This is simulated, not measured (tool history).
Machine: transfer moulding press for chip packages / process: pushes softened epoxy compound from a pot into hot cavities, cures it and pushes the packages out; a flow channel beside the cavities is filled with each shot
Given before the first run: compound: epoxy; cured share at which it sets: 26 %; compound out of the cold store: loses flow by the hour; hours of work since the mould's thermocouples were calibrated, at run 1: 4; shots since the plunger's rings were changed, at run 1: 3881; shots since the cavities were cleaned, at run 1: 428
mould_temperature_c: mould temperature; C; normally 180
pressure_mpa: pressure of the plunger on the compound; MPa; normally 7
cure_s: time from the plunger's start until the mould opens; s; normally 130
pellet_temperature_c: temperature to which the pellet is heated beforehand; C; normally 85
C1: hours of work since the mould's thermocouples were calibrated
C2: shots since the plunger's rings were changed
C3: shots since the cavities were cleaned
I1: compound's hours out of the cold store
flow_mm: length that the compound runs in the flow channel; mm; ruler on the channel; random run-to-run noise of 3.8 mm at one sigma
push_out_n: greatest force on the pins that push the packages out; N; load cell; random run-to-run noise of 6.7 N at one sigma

{"run": 1, "hour": 0.0, "mould_temperature_c": 180, "pressure_mpa": 7, "cure_s": 130, "pellet_temperature_c": 85, "C1": 4, "C2": 3881, "C3": 428, "I1": 43.9, "flow_mm": 803, "push_out_n": 389}
{"run": 2, "hour": 10.1, "mould_temperature_c": 180, "pressure_mpa": 7, "cure_s": 130, "pellet_temperature_c": 85, "C1": 10, "C2": 3966, "C3": 513, "I1": 9.5, "flow_mm": 1016, "push_out_n": 406}
{"run": 3, "hour": 25.4, "mould_temperature_c": 176, "pressure_mpa": 7, "cure_s": 130, "pellet_temperature_c": 85, "C1": 18, "C2": 4096, "C3": 643, "I1": 34.3, "flow_mm": 865, "push_out_n": 465}
{"hour": 37.0, "done": "cavities cleaned with cleaning compound and waxed"}
{"run": 4, "hour": 42.3, "mould_temperature_c": 180, "pressure_mpa": 7, "cure_s": 130, "pellet_temperature_c": 82, "C1": 27, "C2": 4227, "C3": 45, "I1": 15.2, "flow_mm": 974, "push_out_n": 298}
{"run": 5, "hour": 66.2, "mould_temperature_c": 180, "pressure_mpa": 7, "cure_s": 130, "pellet_temperature_c": 82, "C1": 41, "C2": 4430, "C3": 248, "I1": 12.2, "flow_mm": 990, "push_out_n": 365}
{"run": 6, "hour": 85.2, "mould_temperature_c": 180, "pressure_mpa": 7, "cure_s": 130, "pellet_temperature_c": 82, "C1": 52, "C2": 4592, "C3": 410, "I1": 43, "flow_mm": 799, "push_out_n": 376}
{"run": 7, "hour": 107.5, "mould_temperature_c": 180, "pressure_mpa": 7, "cure_s": 130, "pellet_temperature_c": 82, "C1": 64, "C2": 4781, "C3": 599, "I1": 23.7, "flow_mm": 907, "push_out_n": 407}
{"hour": 122.9, "done": "cavities cleaned with cleaning compound and waxed"}
{"run": 8, "hour": 126.6, "mould_temperature_c": 180, "pressure_mpa": 7, "cure_s": 130, "pellet_temperature_c": 82, "C1": 74, "C2": 4930, "C3": 31, "I1": 32.2, "flow_mm": 855, "push_out_n": 280}
{"run": 9, "hour": 142.1, "mould_temperature_c": 180, "pressure_mpa": 7, "cure_s": 130, "pellet_temperature_c": 85, "C1": 83, "C2": 5062, "C3": 163, "I1": 16.5, "flow_mm": 951, "push_out_n": 311}
{"run": 10, "hour": 164.5, "mould_temperature_c": 180, "pressure_mpa": 7, "cure_s": 130, "pellet_temperature_c": 85, "C1": 96, "C2": 5253, "C3": 354, "I1": 22, "flow_mm": 913, "push_out_n": 361}
{"hour": 186.1, "done": "plunger's sealing rings changed"}
{"run": 11, "hour": 190.3, "mould_temperature_c": 180, "pressure_mpa": 7, "cure_s": 130, "pellet_temperature_c": 85, "C1": 109, "C2": 36, "C3": 551, "I1": 12.4, "flow_mm": 1056, "push_out_n": 416}
{"hour": 211.9, "done": "cavities cleaned with cleaning compound and waxed"}
{"run": 12, "hour": 215.1, "mould_temperature_c": 180, "pressure_mpa": 8.27, "cure_s": 125, "pellet_temperature_c": 85, "C1": 122, "C2": 234, "C3": 27, "I1": 23.5, "flow_mm": 1052, "push_out_n": 281}
{"run": 13, "hour": 238.4, "mould_temperature_c": 180, "pressure_mpa": 6.96, "cure_s": 136, "pellet_temperature_c": 83, "C1": 135, "C2": 432, "C3": 225, "I1": 42.1, "flow_mm": 846, "push_out_n": 311}
{"run": 14, "hour": 249.7, "mould_temperature_c": 180, "pressure_mpa": 5.98, "cure_s": 124, "pellet_temperature_c": 93, "C1": 142, "C2": 528, "C3": 321, "I1": 41.4, "flow_mm": 786, "push_out_n": 364}
{"run": 15, "hour": 263.6, "mould_temperature_c": 180, "pressure_mpa": 5.98, "cure_s": 124, "pellet_temperature_c": 93, "C1": 149, "C2": 646, "C3": 439, "I1": 18.5, "flow_mm": 924, "push_out_n": 382}
{"run": 16, "hour": 279.9, "mould_temperature_c": 180, "pressure_mpa": 5.67, "cure_s": 155, "pellet_temperature_c": 85, "C1": 159, "C2": 784, "C3": 577, "I1": 21.1, "flow_mm": 877, "push_out_n": 369}
{"hour": 298.2, "done": "cavities cleaned with cleaning compound and waxed"}
{"run": 17, "hour": 302.7, "mould_temperature_c": 177, "pressure_mpa": 7, "cure_s": 127, "pellet_temperature_c": 85, "C1": 171, "C2": 965, "C3": 38, "I1": 34.1, "flow_mm": 901, "push_out_n": 298}
{"run": 18, "hour": 318.8, "mould_temperature_c": 177, "pressure_mpa": 7, "cure_s": 127, "pellet_temperature_c": 80, "C1": 180, "C2": 1102, "C3": 175, "I1": 26.7, "flow_mm": 944, "push_out_n": 389}
{"run": 19, "hour": 340.3, "mould_temperature_c": 177, "pressure_mpa": 7, "cure_s": 127, "pellet_temperature_c": 80, "C1": 192, "C2": 1284, "C3": 357, "I1": 34.4, "flow_mm": 894, "push_out_n": 411}
{"run": 20, "hour": 354.7, "mould_temperature_c": 188, "pressure_mpa": 7, "cure_s": 129, "pellet_temperature_c": 89, "C1": 200, "C2": 1407, "C3": 480, "I1": 28.4, "flow_mm": 911, "push_out_n": 348}
{"run": 21, "hour": 369.6, "mould_temperature_c": 187, "pressure_mpa": 7, "cure_s": 118, "pellet_temperature_c": 89, "C1": 209, "C2": 1533, "C3": 606, "I1": 23.6, "flow_mm": 940, "push_out_n": 395}

Predict each of these 4 candidate next runs independently; none follows another, all start after run 21:
{"hour": 384.6, "done": "cavities cleaned with cleaning compound and waxed"}
{"run": "A", "hour": 389.1, "mould_temperature_c": 181, "pressure_mpa": 7, "cure_s": 118, "pellet_temperature_c": 89, "C1": 219, "C2": 1687, "C3": 39, "I1": 43.1, "flow_mm": "?", "push_out_n": "?"}
{"hour": 384.6, "done": "cavities cleaned with cleaning compound and waxed"}
{"run": "B", "hour": 389.1, "mould_temperature_c": 173, "pressure_mpa": 7, "cure_s": 130, "pellet_temperature_c": 85, "C1": 219, "C2": 1687, "C3": 39, "I1": 38.7, "flow_mm": "?", "push_out_n": "?"}
{"hour": 384.6, "done": "cavities cleaned with cleaning compound and waxed"}
{"run": "C", "hour": 389.1, "mould_temperature_c": 181, "pressure_mpa": 7, "cure_s": 159, "pellet_temperature_c": 85, "C1": 219, "C2": 1687, "C3": 39, "I1": 33.8, "flow_mm": "?", "push_out_n": "?"}
{"hour": 384.6, "done": "cavities cleaned with cleaning compound and waxed"}
{"run": "D", "hour": 389.1, "mould_temperature_c": 187, "pressure_mpa": 8.69, "cure_s": 118, "pellet_temperature_c": 83, "C1": 219, "C2": 1687, "C3": 39, "I1": 24.6, "flow_mm": "?", "push_out_n": "?"}

run=A flow_mm=825 push_out_n=280
run=B flow_mm=870 push_out_n=352
run=C flow_mm=886 push_out_n=262
run=D flow_mm=1044 push_out_n=253
Had the tool no hidden state, the same runs would have come out as:
run=A flow_mm=846 push_out_n=269
run=B flow_mm=893 push_out_n=343
run=C flow_mm=909 push_out_n=247
run=D flow_mm=1071 push_out_n=240
